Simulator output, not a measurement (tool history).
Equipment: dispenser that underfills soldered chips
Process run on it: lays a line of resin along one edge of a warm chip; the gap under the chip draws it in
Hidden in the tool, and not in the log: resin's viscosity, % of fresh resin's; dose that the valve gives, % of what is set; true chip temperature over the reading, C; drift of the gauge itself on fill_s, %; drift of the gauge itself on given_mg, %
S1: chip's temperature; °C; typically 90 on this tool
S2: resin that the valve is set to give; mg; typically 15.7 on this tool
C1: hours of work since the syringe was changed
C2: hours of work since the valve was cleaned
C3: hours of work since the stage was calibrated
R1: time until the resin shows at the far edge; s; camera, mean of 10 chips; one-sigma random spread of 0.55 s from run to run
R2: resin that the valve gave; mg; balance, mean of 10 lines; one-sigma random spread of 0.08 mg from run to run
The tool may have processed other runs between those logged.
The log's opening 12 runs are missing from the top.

run 13 day=5.412 | S1=90 S2=13.9 | C1=8 C2=19 C3=176 | R1=84.8 R2=13.69
-- day=5.492 new syringe of resin
run 14 day=5.883 | S1=90 S2=13.9 | C1=6 C2=27 C3=183 | R1=76.8 R2=13.65
-- day=6.092 new syringe of resin
run 15 day=6.421 | S1=90 S2=13.9 | C1=5 C2=35 C3=192 | R1=70.1 R2=13.61
-- day=6.671 new syringe of resin
run 16 day=6.742 | S1=84 S2=13.9 | C1=1 C2=40 C3=197 | R1=58.9 R2=13.38
run 17 day=7.042 | S1=90 S2=15.7 | C1=6 C2=45 C3=202 | R1=73.4 R2=15.07
-- day=7.246 new syringe of resin
-- day=7.421 dispensing valve cleaned and set on the balance
run 18 day=7.517 | S1=90 S2=15.7 | C1=4 C2=2 C3=208 | R1=59.2 R2=15.72
-- day=7.871 new syringe of resin
run 19 day=8.029 | S1=93 S2=13.7 | C1=3 C2=10 C3=217 | R1=51.6 R2=13.65
run 20 day=8.267 | S1=76 S2=14.9 | C1=6 C2=13 C3=220 | R1=111.7 R2=14.73
-- day=8.479 new syringe of resin
run 21 day=8.683 | S1=76 S2=14.9 | C1=3 C2=20 C3=227 | R1=85.4 R2=14.59
-- day=9.079 new syringe of resin
run 22 day=9.108 | S1=76 S2=14.9 | C1=0 C2=27 C3=234 | R1=67.5 R2=14.59
run 23 day=9.471 | S1=76 S2=14.9 | C1=6 C2=32 C3=239 | R1=108.0 R2=14.38

Predict the results of run 24:
-- day=9.688 new syringe of resin
run 24 day=10.017 | S1=76 S2=14.9 | C1=5 C2=41 C3=248 | R1=? R2=?

R1: 100.8 s
R2: 14.48 mg
With no hidden state in the tool, this same run would have given R1 69.3 s, R2 15.01 mg.

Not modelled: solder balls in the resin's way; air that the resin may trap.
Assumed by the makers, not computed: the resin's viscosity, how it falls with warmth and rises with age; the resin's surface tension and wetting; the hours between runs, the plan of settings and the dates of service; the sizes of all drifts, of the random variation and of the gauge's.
